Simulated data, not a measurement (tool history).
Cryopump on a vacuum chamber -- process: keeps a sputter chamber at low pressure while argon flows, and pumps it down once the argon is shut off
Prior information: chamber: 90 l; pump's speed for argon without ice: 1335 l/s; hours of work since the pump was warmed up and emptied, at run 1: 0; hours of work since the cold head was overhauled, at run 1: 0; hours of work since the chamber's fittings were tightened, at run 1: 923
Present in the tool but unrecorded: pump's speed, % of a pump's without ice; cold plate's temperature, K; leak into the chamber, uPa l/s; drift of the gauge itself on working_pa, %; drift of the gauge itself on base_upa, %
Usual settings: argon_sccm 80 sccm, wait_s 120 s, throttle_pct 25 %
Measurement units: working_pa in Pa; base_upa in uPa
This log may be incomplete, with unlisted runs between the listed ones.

| run | day | argon_sccm | wait_s | throttle_pct | hours of work since the pump was warmed up and emptied | hours of work since the cold head was overhauled | hours of work since the chamber's fittings were tightened | working_pa | base_upa |
|---|---|---|---|---|---|---|---|---|---|
| 1 | 0.000 | 80 | 120 | 25 | 0 | 0 | 923 | 0.4050 | 0.93 |
| 2 | 1.383 | 83 | 120 | 25 | 27 | 27 | 950 | 0.4227 | 0.96 |
| 3 | 2.404 | 80 | 120 | 25 | 46 | 46 | 969 | 0.4092 | 0.99 |
| 4 | 3.762 | 80 | 120 | 25 | 72 | 72 | 995 | 0.4131 | 1.03 |
| 5 | 4.542 | 80 | 120 | 25 | 87 | 87 | 1010 | 0.4145 | 1.03 |
| 6 | 5.492 | 80 | 120 | 25 | 105 | 105 | 1028 | 0.4164 | 1.01 |
| 7 | 6.671 | 91 | 120 | 25 | 128 | 128 | 1051 | 0.4748 | 1.02 |
| 8 | 7.883 | 91 | 120 | 25 | 151 | 151 | 1074 | 0.4753 | 1.10 |
| 9 | 8.738 | 91 | 120 | 25 | 167 | 167 | 1090 | 0.4811 | 1.07 |
| 10 | 9.817 | 91 | 120 | 25 | 188 | 188 | 1111 | 0.4844 | 1.12 |
| 11 | 10.575 | 91 | 120 | 25 | 202 | 202 | 1126 | 0.4855 | 1.16 |
| 12 | 11.846 | 80 | 120 | 25 | 227 | 227 | 1150 | 0.4301 | 1.17 |
| 13 | 13.058 | 92 | 182 | 32 | 250 | 250 | 1173 | 0.3950 | 1.10 |
| 14 | 14.233 | 124 | 38 | 20 | 272 | 272 | 1195 | 0.8305 | 1.93 |
| 15 | 15.196 | 48 | 130 | 46 | 291 | 291 | 1214 | 0.1531 | 1.28 |
| 16 | 16.362 | 80 | 120 | 29 | 313 | 313 | 1236 | 0.3849 | 1.33 |
| 17 | 17.500 | 80 | 120 | 29 | 335 | 335 | 1258 | 0.3882 | 1.37 |
| 18 | 18.183 | 80 | 120 | 29 | 348 | 348 | 1271 | 0.3920 | 1.36 |
|  | 18.725 | pump warmed up, emptied and cooled again |
| 19 | 19.625 | 150 | 99 | 43 | 17 | 371 | 1294 | 0.4490 | 1.18 |
| 20 | 21.071 | 80 | 269 | 25 | 45 | 399 | 1322 | 0.4130 | 0.96 |
| 21 | 21.662 | 80 | 269 | 25 | 56 | 410 | 1333 | 0.4135 | 0.96 |
| 22 | 22.333 | 42 | 38 | 35 | 69 | 423 | 1346 | 0.1547 | 1.77 |
| 23 | 23.658 | 80 | 149 | 19 | 94 | 449 | 1372 | 0.5364 | 1.13 |
| 24 | 24.354 | 80 | 149 | 19 | 108 | 462 | 1385 | 0.5452 | 1.15 |

Each row is a separate what-if for the run after 24, all from the same tool condition, not one after another. Results?
| A | 25.212 | 65 | 149 | 19 | 124 | 478 | 1401 | ? | ? |
| B | 25.212 | 137 | 20 | 29 | 124 | 478 | 1401 | ? | ? |
| C | 25.212 | 41 | 40 | 42 | 124 | 478 | 1401 | ? | ? |
| D | 25.212 | 154 | 223 | 16 | 124 | 478 | 1401 | ? | ? |

| run | working_pa | base_upa |
|---|---|---|
| A | 0.4447 | 1.19 |
| B | 0.6259 | 2.72 |
| C | 0.1307 | 1.84 |
| D | 1.2394 | 1.07 |
With no hidden state in the tool, these same runs would have given:
| run | working_pa | base_upa |
|---|---|---|
| A | 0.4342 | 0.49 |
| B | 0.6036 | 2.03 |
| C | 0.1241 | 1.15 |
| D | 1.2147 | 0.38 |
